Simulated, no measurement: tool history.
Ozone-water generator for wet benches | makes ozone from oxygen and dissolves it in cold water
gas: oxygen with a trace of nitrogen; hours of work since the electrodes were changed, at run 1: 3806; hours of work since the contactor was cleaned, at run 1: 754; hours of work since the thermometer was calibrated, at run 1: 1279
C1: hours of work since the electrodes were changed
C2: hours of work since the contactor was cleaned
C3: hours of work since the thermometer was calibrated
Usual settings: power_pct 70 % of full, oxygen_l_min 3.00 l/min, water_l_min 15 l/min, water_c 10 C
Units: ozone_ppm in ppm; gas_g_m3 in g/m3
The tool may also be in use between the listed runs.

{"run": 1, "hour": 0.0, "power_pct": 70, "oxygen_l_min": 3.0, "water_l_min": 15, "water_c": 10, "C1": 3806, "C2": 754, "C3": 1279, "ozone_ppm": 20.1, "gas_g_m3": 179.1}
{"run": 2, "hour": 191.5, "power_pct": 70, "oxygen_l_min": 3.0, "water_l_min": 15, "water_c": 10, "C1": 3943, "C2": 891, "C3": 1417, "ozone_ppm": 19.8, "gas_g_m3": 181.1}
{"run": 3, "hour": 354.8, "power_pct": 70, "oxygen_l_min": 3.0, "water_l_min": 15, "water_c": 12, "C1": 4061, "C2": 1009, "C3": 1534, "ozone_ppm": 19.8, "gas_g_m3": 178.7}
{"run": 4, "hour": 489.1, "power_pct": 70, "oxygen_l_min": 3.0, "water_l_min": 15, "water_c": 12, "C1": 4157, "C2": 1105, "C3": 1630, "ozone_ppm": 19.6, "gas_g_m3": 181.9}
{"run": 5, "hour": 574.8, "power_pct": 70, "oxygen_l_min": 3.0, "water_l_min": 15, "water_c": 12, "C1": 4219, "C2": 1166, "C3": 1692, "ozone_ppm": 19.6, "gas_g_m3": 180.9}
{"run": 6, "hour": 694.4, "power_pct": 70, "oxygen_l_min": 3.0, "water_l_min": 15, "water_c": 12, "C1": 4304, "C2": 1252, "C3": 1778, "ozone_ppm": 19.7, "gas_g_m3": 181.1}
{"run": 7, "hour": 802.7, "power_pct": 70, "oxygen_l_min": 3.0, "water_l_min": 15, "water_c": 12, "C1": 4382, "C2": 1330, "C3": 1856, "ozone_ppm": 19.3, "gas_g_m3": 179.8}
{"run": 8, "hour": 921.8, "power_pct": 70, "oxygen_l_min": 2.34, "water_l_min": 15, "water_c": 10, "C1": 4468, "C2": 1416, "C3": 1941, "ozone_ppm": 18.3, "gas_g_m3": 197.0}
{"run": 9, "hour": 1084.5, "power_pct": 70, "oxygen_l_min": 2.34, "water_l_min": 15, "water_c": 10, "C1": 4584, "C2": 1532, "C3": 2058, "ozone_ppm": 18.5, "gas_g_m3": 197.0}
{"run": 10, "hour": 1195.0, "power_pct": 96, "oxygen_l_min": 3.0, "water_l_min": 15, "water_c": 10, "C1": 4664, "C2": 1612, "C3": 2137, "ozone_ppm": 24.7, "gas_g_m3": 224.3}
{"run": 11, "hour": 1293.3, "power_pct": 96, "oxygen_l_min": 3.0, "water_l_min": 15, "water_c": 10, "C1": 4734, "C2": 1682, "C3": 2208, "ozone_ppm": 25.0, "gas_g_m3": 226.4}
{"run": 12, "hour": 1424.0, "power_pct": 70, "oxygen_l_min": 3.0, "water_l_min": 15, "water_c": 10, "C1": 4828, "C2": 1776, "C3": 2302, "ozone_ppm": 20.1, "gas_g_m3": 181.3}
{"run": 13, "hour": 1592.7, "power_pct": 70, "oxygen_l_min": 3.0, "water_l_min": 15, "water_c": 10, "C1": 4949, "C2": 1897, "C3": 2423, "ozone_ppm": 19.9, "gas_g_m3": 180.4}
{"hour": 1712.6, "done": "water thermometer calibrated"}
{"hour": 1735.2, "done": "electrodes of the discharge changed"}
{"run": 14, "hour": 1735.6, "power_pct": 80, "oxygen_l_min": 3.0, "water_l_min": 15, "water_c": 14, "C1": 0, "C2": 1995, "C3": 12, "ozone_ppm": 21.3, "gas_g_m3": 198.1}
{"run": 15, "hour": 1897.9, "power_pct": 79, "oxygen_l_min": 3.68, "water_l_min": 20, "water_c": 14, "C1": 117, "C2": 2112, "C3": 129, "ozone_ppm": 17.8, "gas_g_m3": 184.4}
{"run": 16, "hour": 2019.3, "power_pct": 46, "oxygen_l_min": 2.99, "water_l_min": 19, "water_c": 10, "C1": 204, "C2": 2199, "C3": 216, "ozone_ppm": 12.3, "gas_g_m3": 134.7}
{"run": 17, "hour": 2131.8, "power_pct": 70, "oxygen_l_min": 1.85, "water_l_min": 15, "water_c": 13, "C1": 285, "C2": 2279, "C3": 297, "ozone_ppm": 16.6, "gas_g_m3": 216.2}
{"run": 18, "hour": 2228.3, "power_pct": 74, "oxygen_l_min": 3.74, "water_l_min": 18, "water_c": 8, "C1": 354, "C2": 2349, "C3": 366, "ozone_ppm": 19.9, "gas_g_m3": 173.1}
{"run": 19, "hour": 2340.0, "power_pct": 60, "oxygen_l_min": 4.73, "water_l_min": 18, "water_c": 8, "C1": 434, "C2": 2429, "C3": 446, "ozone_ppm": 18.4, "gas_g_m3": 139.6}
{"run": 20, "hour": 2519.6, "power_pct": 46, "oxygen_l_min": 3.94, "water_l_min": 10, "water_c": 6, "C1": 563, "C2": 2558, "C3": 575, "ozone_ppm": 22.9, "gas_g_m3": 123.7}
{"run": 21, "hour": 2617.6, "power_pct": 81, "oxygen_l_min": 3.0, "water_l_min": 15, "water_c": 10, "C1": 633, "C2": 2628, "C3": 645, "ozone_ppm": 22.2, "gas_g_m3": 200.9}
{"run": 22, "hour": 2712.8, "power_pct": 81, "oxygen_l_min": 3.0, "water_l_min": 15, "water_c": 10, "C1": 702, "C2": 2697, "C3": 714, "ozone_ppm": 22.1, "gas_g_m3": 198.7}
{"run": 23, "hour": 2881.2, "power_pct": 75, "oxygen_l_min": 3.77, "water_l_min": 18, "water_c": 12, "C1": 823, "C2": 2817, "C3": 835, "ozone_ppm": 19.6, "gas_g_m3": 174.8}
{"run": 24, "hour": 3016.0, "power_pct": 70, "oxygen_l_min": 4.08, "water_l_min": 13, "water_c": 10, "C1": 919, "C2": 2914, "C3": 931, "ozone_ppm": 24.2, "gas_g_m3": 164.6}
{"run": 25, "hour": 3137.0, "power_pct": 70, "oxygen_l_min": 4.93, "water_l_min": 12, "water_c": 9, "C1": 1006, "C2": 3001, "C3": 1018, "ozone_ppm": 27.0, "gas_g_m3": 149.8}

4 ways to go on from here, each from the tool as it stands after run 25. What would each give?
{"run": "A", "hour": 3217.1, "power_pct": 54, "oxygen_l_min": 2.75, "water_l_min": 12, "water_c": 9, "C1": 1064, "C2": 3058, "C3": 1076, "ozone_ppm": "?", "gas_g_m3": "?"}
{"run": "B", "hour": 3217.1, "power_pct": 46, "oxygen_l_min": 4.93, "water_l_min": 16, "water_c": 13, "C1": 1064, "C2": 3058, "C3": 1076, "ozone_ppm": "?", "gas_g_m3": "?"}
{"run": "C", "hour": 3217.1, "power_pct": 70, "oxygen_l_min": 4.93, "water_l_min": 20, "water_c": 12, "C1": 1064, "C2": 3058, "C3": 1076, "ozone_ppm": "?", "gas_g_m3": "?"}
{"run": "D", "hour": 3217.1, "power_pct": 70, "oxygen_l_min": 3.11, "water_l_min": 12, "water_c": 18, "C1": 1064, "C2": 3058, "C3": 1076, "ozone_ppm": "?", "gas_g_m3": "?"}

run=A ozone_ppm=19.3 gas_g_m3=155.2
run=B ozone_ppm=15.6 gas_g_m3=113.4
run=C ozone_ppm=17.8 gas_g_m3=154.5
run=D ozone_ppm=21.6 gas_g_m3=179.1
Without the tool's hidden state the same runs would have given:
run=A ozone_ppm=19.4 gas_g_m3=155.3
run=B ozone_ppm=15.6 gas_g_m3=113.5
run=C ozone_ppm=17.9 gas_g_m3=154.6
run=D ozone_ppm=21.6 gas_g_m3=179.2
